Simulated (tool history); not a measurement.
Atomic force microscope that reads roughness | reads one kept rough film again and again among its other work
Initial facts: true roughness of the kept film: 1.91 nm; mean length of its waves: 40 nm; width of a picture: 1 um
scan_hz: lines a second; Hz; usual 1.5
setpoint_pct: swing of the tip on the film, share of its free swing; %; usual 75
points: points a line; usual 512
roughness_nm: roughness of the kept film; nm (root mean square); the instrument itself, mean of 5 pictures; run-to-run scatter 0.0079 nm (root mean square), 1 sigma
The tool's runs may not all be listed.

| run | hour | scan_hz | setpoint_pct | points | roughness_nm |
|---|---|---|---|---|---|
| 1 | 0 | 1.5 | 75 | 512 | 1.674 |
| 2 | 55.3 | 1.5 | 75 | 512 | 1.687 |
|  | 101 | new tip fitted |
| 3 | 102 | 1.5 | 78 | 512 | 1.664 |
| 4 | 151.7 | 2.23 | 75 | 512 | 1.604 |
| 5 | 206.1 | 2.23 | 75 | 512 | 1.613 |
|  | 226.4 | new tip fitted |
| 6 | 231.4 | 1.5 | 67 | 512 | 1.749 |
| 7 | 286.6 | 1.5 | 67 | 512 | 1.747 |
| 8 | 312.1 | 1.5 | 67 | 512 | 1.744 |
|  | 349.9 | new tip fitted |
| 9 | 355.6 | 1.14 | 75 | 512 | 1.721 |
| 10 | 395.9 | 1.5 | 75 | 399 | 1.688 |
| 11 | 423.1 | 1.5 | 75 | 399 | 1.686 |
|  | 472.3 | new tip fitted |
| 12 | 478 | 1.5 | 75 | 399 | 1.669 |
| 13 | 501.6 | 3.31 | 75 | 512 | 1.521 |
| 14 | 554.1 | 3.31 | 75 | 512 | 1.508 |
|  | 595.7 | new tip fitted |
| 15 | 597.8 | 3.31 | 75 | 512 | 1.525 |
| 16 | 632.2 | 1.5 | 75 | 673 | 1.687 |
| 17 | 666.4 | 1.5 | 75 | 673 | 1.69 |
| 18 | 701.6 | 1.5 | 76 | 512 | 1.669 |
|  | 718.3 | new tip fitted |
| 19 | 745.5 | 1.5 | 67 | 512 | 1.748 |
| 20 | 772.1 | 1.5 | 75 | 325 | 1.678 |
| 21 | 806.6 | 2.98 | 75 | 325 | 1.547 |
|  | 840.6 | new tip fitted |
| 22 | 857.9 | 2.98 | 75 | 325 | 1.548 |
| 23 | 895.6 | 2.98 | 75 | 325 | 1.538 |
| 24 | 933.8 | 1.5 | 75 | 563 | 1.679 |
| 25 | 956.4 | 0.51 | 75 | 340 | 1.787 |
|  | 962.9 | new tip fitted |
| 26 | 1001.4 | 0.51 | 75 | 553 | 1.79 |
| 27 | 1053.1 | 1.95 | 89 | 512 | 1.477 |
|  | 1086.8 | new tip fitted |
| 28 | 1106.6 | 1.95 | 65 | 321 | 1.732 |
| 29 | 1158 | 1.95 | 65 | 321 | 1.734 |
| 30 | 1189.7 | 1.95 | 65 | 321 | 1.722 |
|  | 1212.8 | new tip fitted |
| 31 | 1243.8 | 1.95 | 65 | 321 | 1.728 |
| 32 | 1273.6 | 0.99 | 76 | 397 | 1.743 |
| 33 | 1306.3 | 2.05 | 76 | 584 | 1.617 |
|  | 1336.4 | new tip fitted |
| 34 | 1337.8 | 1.5 | 59 | 512 | 1.79 |
| 35 | 1375.7 | 1.5 | 75 | 571 | 1.678 |
| 36 | 1424.4 | 0.81 | 66 | 339 | 1.784 |
| 37 | 1453.5 | 1.5 | 63 | 394 | 1.753 |
|  | 1458.1 | new tip fitted |
| 38 | 1494.2 | 1.5 | 71 | 916 | 1.716 |
| 39 | 1537.4 | 1.68 | 71 | 916 | 1.708 |
| 40 | 1567.6 | 0.78 | 75 | 512 | 1.78 |
|  | 1582 | new tip fitted |
| 41 | 1605.9 | 3.5 | 75 | 386 | 1.507 |
| 42 | 1654.2 | 1.23 | 68 | 712 | 1.757 |
| 43 | 1680.5 | 1.23 | 68 | 712 | 1.761 |
|  | 1704.1 | new tip fitted |
| 44 | 1719.9 | 1.23 | 58 | 712 | 1.811 |
| 45 | 1775 | 1.23 | 58 | 712 | 1.803 |
| 46 | 1799.7 | 1.23 | 58 | 712 | 1.793 |
|  | 1826.1 | new tip fitted |
| 47 | 1849.4 | 1.23 | 58 | 712 | 1.808 |

Here are 4 independent what-if runs from the current tool condition. What would each one return?
| A | 1881.1 | 1.23 | 84 | 265 | ? |
| B | 1881.1 | 1.23 | 72 | 712 | ? |
| C | 1881.1 | 3.24 | 62 | 712 | ? |
| D | 1881.1 | 2.92 | 70 | 512 | ? |

| run | roughness_nm |
|---|---|
| A | 1.633 |
| B | 1.726 |
| C | 1.683 |
| D | 1.625 |
With the hidden condition removed and each run's random variation left untouched, the same runs would have given:
| run | roughness_nm |
|---|---|
| A | 1.633 |
| B | 1.725 |
| C | 1.683 |
| D | 1.625 |
